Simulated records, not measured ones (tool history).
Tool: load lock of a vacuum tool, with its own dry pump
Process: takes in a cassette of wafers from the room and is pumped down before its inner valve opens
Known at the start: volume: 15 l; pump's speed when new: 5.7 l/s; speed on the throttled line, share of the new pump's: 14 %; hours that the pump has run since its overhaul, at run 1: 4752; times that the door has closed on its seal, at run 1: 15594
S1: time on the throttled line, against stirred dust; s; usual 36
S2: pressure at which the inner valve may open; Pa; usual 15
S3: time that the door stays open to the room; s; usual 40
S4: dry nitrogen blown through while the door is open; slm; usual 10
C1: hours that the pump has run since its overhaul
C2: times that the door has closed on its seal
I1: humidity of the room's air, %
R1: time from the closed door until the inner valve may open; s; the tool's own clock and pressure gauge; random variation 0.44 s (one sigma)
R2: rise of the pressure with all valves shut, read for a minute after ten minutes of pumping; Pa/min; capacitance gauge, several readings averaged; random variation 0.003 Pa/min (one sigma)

run,day,S1,S2,S3,S4,C1,C2,I1,R1,R2
1,0.000,36,15,40,10,4752,15594,44.1,55.7,0.096
2,9.762,36,15,50,10,4987,15854,45.6,55.8,0.107
3,20.529,36,15,50,5,5245,16142,40.9,55.4,0.112
4,27.550,36,15,50,5,5414,16329,44.2,55.8,0.116
5,41.650,36,15,129,10,5752,16705,44.1,55.9,0.134
6,57.633,36,15,40,10,6136,17132,46.8,56.3,0.107
7,66.975,34,15,40,10,6360,17381,43.1,53.9,0.102
8,74.325,34,15,40,10,6536,17577,49.1,55.1,0.110
9,81.904,34,15,40,10,6718,17780,45.4,54.4,0.109
10,98.254,36,13,40,10,7110,18216,45.7,56.7,0.108
11,113.917,56,15,40,33,7486,18634,48.0,73.7,0.103
12,129.583,56,15,40,33,7862,19052,46.3,73.7,0.101
13,145.883,67,15,40,10,8254,19487,44.3,82.8,0.112
14,155.817,67,15,40,10,8492,19752,42.3,82.2,0.118
15,167.392,42,15,97,10,8770,20061,44.8,62.0,0.144
16,177.850,42,15,97,10,9021,20340,45.1,61.6,0.150
17,191.017,26,14,175,5,9337,20691,43.8,48.5,0.195
18,199.312,41,14,32,34,9536,20913,42.9,61.0,0.105
19,206.538,41,14,32,34,9709,21106,43.4,62.2,0.109
20,218.742,63,26,144,34,10002,21431,44.5,78.6,0.132

Forecast each of these 5 alternatives for the next run:
A,225.625,48,29,40,8,10167,21615,42.8,?,?
B,225.625,72,11,40,10,10167,21615,44.7,?,?
C,225.625,36,15,47,16,10167,21615,45.5,?,?
D,225.625,18,14,40,10,10167,21615,44.9,?,?
E,225.625,21,15,77,10,10167,21615,44.2,?,?

run,R1,R2
A,64.7,0.132
B,88.1,0.125
C,55.8,0.130
D,42.7,0.127
E,45.2,0.148
Without the tool's hidden state the same runs would have given:
run,R1,R2
A,62.4,0.041
B,85.9,0.033
C,53.0,0.038
D,39.5,0.037
E,41.9,0.057
